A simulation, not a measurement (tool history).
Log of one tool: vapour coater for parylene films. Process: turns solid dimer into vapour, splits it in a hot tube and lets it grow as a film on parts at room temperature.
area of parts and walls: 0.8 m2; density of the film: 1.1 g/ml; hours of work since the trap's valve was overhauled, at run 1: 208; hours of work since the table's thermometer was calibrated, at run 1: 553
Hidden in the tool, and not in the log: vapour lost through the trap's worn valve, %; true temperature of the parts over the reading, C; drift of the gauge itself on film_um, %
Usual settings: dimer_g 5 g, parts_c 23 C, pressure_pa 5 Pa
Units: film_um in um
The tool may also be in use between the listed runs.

run	hour	dimer_g	parts_c	pressure_pa	hours of work since the trap's valve was overhauled	hours of work since the table's thermometer was calibrated	film_um
1	0	5	23	5	208	553	3.09
2	43.2	5	23	5	241	585	3.04
3	86.8	4	23	5	273	617	2.5
4	115.1	4	28	5	294	638	2.07
5	139.9	4	28	5	313	657	2.04
6	187.6	4	28	5	348	692	2.09
# hour 210.9: trap's valve overhauled
7	228.2	5	23	5	13	720	3.13
8	260.6	5	23	5	37	744	3.1
9	288.3	5	23	5	58	764	3.08
10	320.1	5	23	5	81	788	3.12
11	344.9	5	23	5	100	806	3.05
12	388.5	5	23	5	132	839	3.06
13	417.6	5	17	5	154	861	3.71
14	454.5	5	17	5	181	888	3.77
15	478.1	5	17	5	199	906	3.71
16	509.3	5	17	5	222	929	3.75
17	546.9	5	17	5	250	957	3.74
18	577	5	19	5	272	979	3.45
19	608.8	5	23	3.49	296	1003	3.22
20	630.7	5	23	3.49	312	1019	3.17
21	676.9	5	23	3.49	347	1054	3.13
# hour 702.4: trap's valve overhauled
22	712.7	5	23	3.49	8	1077	3.24
23	747.4	5	23	3.49	33	1103	3.21
24	772.9	5	17	2.05	52	1122	4.03
25	799.7	7	21	2.22	72	1142	4.96
26	824	2	23	10.93	91	1160	1.2
27	854.8	8	30	10.34	113	1183	3.66
28	903.2	5	23	4.18	149	1219	3.14
29	955.6	8	26	4.21	188	1258	4.55
30	987.5	8	26	4.21	212	1282	4.48
31	1023.1	8	26	4.21	239	1308	4.63
32	1054.5	3	23	5	262	1332	1.84
33	1083.9	5	22	2.09	284	1353	3.38

Run 34 comes next. What will it give?
34	1132.6	5	23	10.29	320	1390	?

{"run 34": {"film_um": 2.87}}
Without the tool's hidden state the same run would have given film_um 2.87 um.
